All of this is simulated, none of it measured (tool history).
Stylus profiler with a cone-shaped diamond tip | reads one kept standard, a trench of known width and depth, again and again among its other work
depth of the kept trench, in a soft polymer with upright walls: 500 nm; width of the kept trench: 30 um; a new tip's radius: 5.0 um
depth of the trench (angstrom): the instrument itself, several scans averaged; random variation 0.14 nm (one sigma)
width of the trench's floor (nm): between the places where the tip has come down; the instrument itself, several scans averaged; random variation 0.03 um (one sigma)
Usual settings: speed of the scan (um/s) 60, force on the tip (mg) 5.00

run,day,speed of the scan (um/s),force on the tip (mg),depth of the trench (angstrom),width of the trench's floor (nm)
1,0.000,60,5.00,5121.0,25150
2,0.458,60,1.82,5062.2,24970
3,1.033,60,1.82,5060.5,25000
4,1.417,60,5.00,5120.4,25130
5,1.729,60,5.00,5123.7,25020
6,2.138,60,5.00,5118.6,25100
7,2.588,60,9.59,5190.2,25070
8,2.958,60,9.59,5187.4,25110
9,3.296,60,9.59,5189.4,25090
10,3.596,39,9.59,5189.6,25050
11,4.000,39,9.59,5185.7,25130
12,4.292,60,5.00,5124.5,25010
13,4.912,60,5.00,5122.5,24970
14,5.504,60,5.00,5125.7,25000
15,5.858,60,5.00,5124.0,24930
16,6.212,73,2.24,5074.8,24760
17,6.658,201,8.11,5172.2,24570
18,7.121,216,1.68,5062.8,23680
19,7.604,86,3.42,5093.4,24720
20,8.033,73,8.00,5170.5,24850
21,8.296,25,14.76,5254.6,25060
22,8.696,215,3.44,5098.1,24020
23,9.217,60,2.14,5072.9,24690

5 ways to go on from here, each from the tool as it stands after run 23. What would each give?
A,9.475,60,4.08,?,?
B,9.475,82,10.05,?,?
C,9.475,107,2.13,?,?
D,9.475,20,3.46,?,?
E,9.475,80,9.30,?,?

run,depth of the trench (angstrom),width of the trench's floor (nm)
A,5110.1,24740
B,5197.9,24830
C,5074.1,24430
D,5098.7,25040
E,5186.1,24840
Without the tool's hidden state the same runs would have given:
run,depth of the trench (angstrom),width of the trench's floor (nm)
A,5104.7,25310
B,5192.5,25400
C,5068.8,25000
D,5093.4,25610
E,5180.7,25420
